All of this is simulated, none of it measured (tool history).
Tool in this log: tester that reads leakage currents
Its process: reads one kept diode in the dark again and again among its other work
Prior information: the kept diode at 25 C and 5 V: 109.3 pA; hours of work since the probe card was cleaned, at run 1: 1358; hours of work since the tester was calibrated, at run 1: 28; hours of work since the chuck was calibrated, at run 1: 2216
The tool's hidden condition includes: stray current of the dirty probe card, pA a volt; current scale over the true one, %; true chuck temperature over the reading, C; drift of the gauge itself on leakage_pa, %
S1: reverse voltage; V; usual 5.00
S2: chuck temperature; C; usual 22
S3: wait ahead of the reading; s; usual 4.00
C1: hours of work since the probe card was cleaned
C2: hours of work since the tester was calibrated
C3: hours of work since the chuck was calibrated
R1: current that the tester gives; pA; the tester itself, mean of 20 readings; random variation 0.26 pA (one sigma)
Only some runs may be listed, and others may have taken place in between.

| run | hour | S1 | S2 | S3 | C1 | C2 | C3 | R1 |
|---|---|---|---|---|---|---|---|---|
| 1 | 0.0 | 5.00 | 22 | 4.00 | 1358 | 28 | 2216 | 81.04 |
| 2 | 63.3 | 5.00 | 22 | 4.00 | 1384 | 54 | 2242 | 80.57 |
| 3 | 104.5 | 5.00 | 22 | 4.00 | 1401 | 71 | 2259 | 80.79 |
| 4 | 176.3 | 5.00 | 22 | 4.00 | 1431 | 101 | 2289 | 80.82 |
| 5 | 249.1 | 5.00 | 22 | 4.00 | 1461 | 131 | 2319 | 81.23 |
| 6 | 294.1 | 5.00 | 22 | 4.00 | 1479 | 149 | 2337 | 80.36 |
| 7 | 376.7 | 5.00 | 22 | 2.88 | 1513 | 183 | 2371 | 80.64 |
| 8 | 448.5 | 5.00 | 22 | 2.88 | 1543 | 213 | 2401 | 80.84 |
|  | 470.0 | chuck's temperature calibrated |
| 9 | 538.9 | 5.00 | 22 | 2.88 | 1579 | 249 | 28 | 88.53 |
| 10 | 626.6 | 5.00 | 22 | 2.88 | 1615 | 285 | 64 | 88.22 |
| 11 | 706.7 | 5.00 | 22 | 4.00 | 1648 | 318 | 97 | 88.11 |
| 12 | 763.9 | 5.00 | 22 | 4.00 | 1672 | 342 | 121 | 88.67 |
| 13 | 801.6 | 5.46 | 22 | 4.00 | 1687 | 357 | 136 | 91.17 |
| 14 | 874.5 | 17.70 | 22 | 4.00 | 1717 | 387 | 167 | 145.80 |
| 15 | 955.0 | 17.70 | 22 | 4.00 | 1750 | 421 | 200 | 145.52 |
| 16 | 1031.1 | 17.70 | 22 | 4.00 | 1782 | 452 | 231 | 145.84 |
|  | 1039.3 | tester calibrated |
| 17 | 1104.7 | 17.70 | 22 | 4.00 | 1811 | 27 | 260 | 146.42 |
| 18 | 1185.0 | 17.70 | 22 | 4.00 | 1844 | 60 | 294 | 145.39 |
| 19 | 1247.0 | 11.44 | 22 | 4.00 | 1870 | 85 | 319 | 122.44 |
| 20 | 1292.6 | 11.44 | 22 | 4.00 | 1889 | 104 | 338 | 122.44 |
| 21 | 1378.5 | 11.44 | 22 | 4.00 | 1924 | 140 | 373 | 122.51 |
| 22 | 1418.8 | 5.66 | 53 | 2.09 | 1940 | 156 | 390 | 1026.78 |
| 23 | 1484.8 | 5.66 | 55 | 1.85 | 1968 | 183 | 417 | 1182.74 |
|  | 1511.2 | tester calibrated, once more |
| 24 | 1552.4 | 9.94 | 57 | 0.38 | 1995 | 17 | 444 | 1656.15 |
| 25 | 1636.2 | 9.94 | 57 | 0.38 | 2029 | 51 | 478 | 1654.80 |
| 26 | 1707.0 | 1.74 | 33 | 0.98 | 2058 | 81 | 508 | 146.32 |
| 27 | 1763.8 | 5.00 | 22 | 1.46 | 2082 | 104 | 531 | 88.01 |
| 28 | 1829.8 | 5.00 | 29 | 10.00 | 2109 | 131 | 558 | 156.71 |
| 29 | 1914.9 | 15.93 | 21 | 10.00 | 2144 | 166 | 593 | 128.30 |
| 30 | 1979.6 | 5.00 | 31 | 4.00 | 2171 | 193 | 620 | 182.81 |
| 31 | 2042.9 | 14.12 | 24 | 4.28 | 2197 | 219 | 646 | 155.82 |
| 32 | 2089.4 | 12.19 | 30 | 4.00 | 2216 | 238 | 665 | 236.55 |
| 33 | 2178.6 | 12.19 | 30 | 4.00 | 2252 | 275 | 702 | 237.07 |

What will run 34 give?
| 34 | 2262.8 | 12.19 | 30 | 4.00 | 2287 | 309 | 736 | ? |

Run 34 measured R1 236.72 pA.
Had the tool carried no hidden state, the very same run would have given R1 230.00 pA.
